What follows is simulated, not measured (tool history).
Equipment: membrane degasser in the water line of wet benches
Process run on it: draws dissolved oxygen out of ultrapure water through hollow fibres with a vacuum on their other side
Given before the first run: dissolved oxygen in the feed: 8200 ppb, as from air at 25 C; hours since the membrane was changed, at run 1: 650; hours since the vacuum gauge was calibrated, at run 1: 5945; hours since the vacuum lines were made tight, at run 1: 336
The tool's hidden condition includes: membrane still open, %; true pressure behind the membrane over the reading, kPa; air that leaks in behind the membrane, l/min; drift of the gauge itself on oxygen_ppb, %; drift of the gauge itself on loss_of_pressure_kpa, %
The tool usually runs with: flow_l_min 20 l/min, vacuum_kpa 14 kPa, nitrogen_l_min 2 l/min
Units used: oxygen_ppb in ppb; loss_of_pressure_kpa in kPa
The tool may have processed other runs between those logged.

run,day,flow_l_min,vacuum_kpa,nitrogen_l_min,hours since the membrane was changed,hours since the vacuum gauge was calibrated,hours since the vacuum lines were made tight,oxygen_ppb,loss_of_pressure_kpa
1,0,20,14,2,650,5945,336,286.3,53.93
2,1.862,20,14,2,694,5990,380,295.7,54.2
3,3.183,20,14,2,726,6021,412,295,54.17
4,4.7,20,14,2,762,6058,448,297.4,54.41
5,6.029,20,14,4.1,794,6090,480,172.7,54.15
6,8.379,20,14,2,851,6146,537,298.6,54.53
7,9.446,20,14,2,876,6172,562,295.4,54.51
8,11.854,20,14,2,934,6229,620,292.4,54.13
9,13.408,20,14,2,971,6267,657,299.5,54.49
# day 13.654: vacuum gauge calibrated
10,15.104,20,14,2,1012,35,698,291.8,54.48
11,16.321,20,14,2,1041,64,727,295.1,54.68
12,18.204,20,14,2,1086,109,772,300.4,54.2
13,20.425,20,14,2,1139,163,825,292.3,54.29
# day 22.142: vacuum gauge calibrated, once more
14,22.354,20,14,1.08,1185,5,871,466.7,54.61
15,23.588,21,14,2,1215,35,901,308.9,56.92
16,25.608,20,14,2,1263,83,949,296.3,54.36
17,27.988,20,14.8,4.32,1320,140,1006,175.8,54.07
18,30.246,20,14.8,4.32,1374,195,1061,178.4,54.16
19,32.496,23,26.9,2.64,1428,249,1115,535.8,62.19
20,34.017,23,26.9,2.64,1465,285,1151,524.9,62.71
21,35.625,13,21.7,2,1504,324,1190,295.8,35.38
22,37.042,18,19.7,2,1538,358,1224,368.7,48.89
23,38.388,18,19.7,2,1570,390,1256,372,48.86
24,39.758,20,31.2,1.08,1603,423,1289,1061.7,54.04
25,42.229,21,9.9,2.49,1662,482,1348,187.2,57.01
26,43.396,21,9.9,1.12,1690,510,1376,321.9,57.41
27,45.492,21,9.9,1.12,1740,560,1426,327,57.37
28,48.033,28,9.9,1.12,1801,621,1487,467.4,75.87
29,50.104,29,19,0.92,1851,671,1537,1047.7,79.16
30,51.888,29,18.4,1.16,1894,714,1580,858.4,79.01
31,53.042,29,10.5,1.16,1921,742,1608,498.9,78.98
32,54.362,25,10.5,5.64,1953,773,1639,170.2,68.23

The logged runs with the hidden state left out (each run's random variation unchanged):
run,oxygen_ppb,loss_of_pressure_kpa
1,282,53.81
2,291.2,54.06
3,290.5,54.03
4,292.7,54.27
5,169.9,53.99
6,293.7,54.36
7,290.5,54.33
8,287.5,53.95
9,294.4,54.3
10,286.3,54.28
11,289.5,54.47
12,294.5,53.98
13,286.5,54.06
14,464.2,54.37
15,306.6,56.66
16,294,54.11
17,173.8,53.8
18,176.3,53.88
19,531.8,61.85
20,520.9,62.37
21,292.5,35.18
22,365.3,48.61
23,368.6,48.57
24,1055.6,53.71
25,184.5,56.66
26,318.7,57.05
27,323.6,57
28,462.6,75.35
29,1042.1,78.6
30,852.5,78.44
31,493.5,78.4
32,166.5,67.73
